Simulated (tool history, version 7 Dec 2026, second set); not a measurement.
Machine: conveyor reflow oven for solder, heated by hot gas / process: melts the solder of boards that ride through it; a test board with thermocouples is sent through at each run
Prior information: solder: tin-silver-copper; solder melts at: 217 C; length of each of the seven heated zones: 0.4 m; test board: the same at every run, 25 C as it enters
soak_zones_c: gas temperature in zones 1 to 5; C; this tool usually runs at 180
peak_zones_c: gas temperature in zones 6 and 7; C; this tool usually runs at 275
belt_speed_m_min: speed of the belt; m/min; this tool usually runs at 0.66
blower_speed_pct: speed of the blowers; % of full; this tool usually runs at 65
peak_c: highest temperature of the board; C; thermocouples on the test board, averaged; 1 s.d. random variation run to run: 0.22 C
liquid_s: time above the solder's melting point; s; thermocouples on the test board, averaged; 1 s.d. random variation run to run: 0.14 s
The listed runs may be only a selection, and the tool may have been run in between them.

run   hour  soak_zones_c  peak_zones_c  belt_speed_m_min  blower_speed_pct  peak_c  liquid_s
  1      0           180           275              0.66                65   257.1      60.1
  2   15.1           180           275              0.66                65   257.2        60
  3   35.5           180           275              0.66                65   257.5      59.7
  4   52.6           180           275             0.726                65   253.2      51.8
  5   70.7           180           275             0.726                65   253.6      51.5
      76.6  -- belt drive overhauled, speed set with a stopwatch
  6   99.7           180           275             0.726                65   253.7      52.1
  7  114.3           180           284              0.66                65   264.6      64.3
  8  130.7           180           275             0.693                73   256.4      57.2
  9  142.9           174           275             0.693                61   252.7      52.1
       149  -- belt drive overhauled, speed set with a stopwatch, once more
 10  160.2           180           275             0.554                63   261.6      74.3
 11  173.2           180           275             0.554                63   261.3      74.5
 12  190.5           173           271             0.613                50   250.6      56.7
 13  218.7           173           271             0.613                50   250.5      56.6

What if the next run were any one of these 3? Each begins from the tool's condition after run 13:
  A  239.3           188           270             0.613                74       ?         ?
  B  239.3           180           275             0.724                89       ?         ?
  C  239.3           180           275             0.646                53       ?         ?

run  peak_c  liquid_s
  A   256.1      67.4
  B   256.3      53.5
  C   254.6        58
The same runs, with their run-to-run variation unchanged, on a tool lacking any hidden condition would have given:
run  peak_c  liquid_s
  A   258.4      68.7
  B     259        55
  C   256.9      59.6
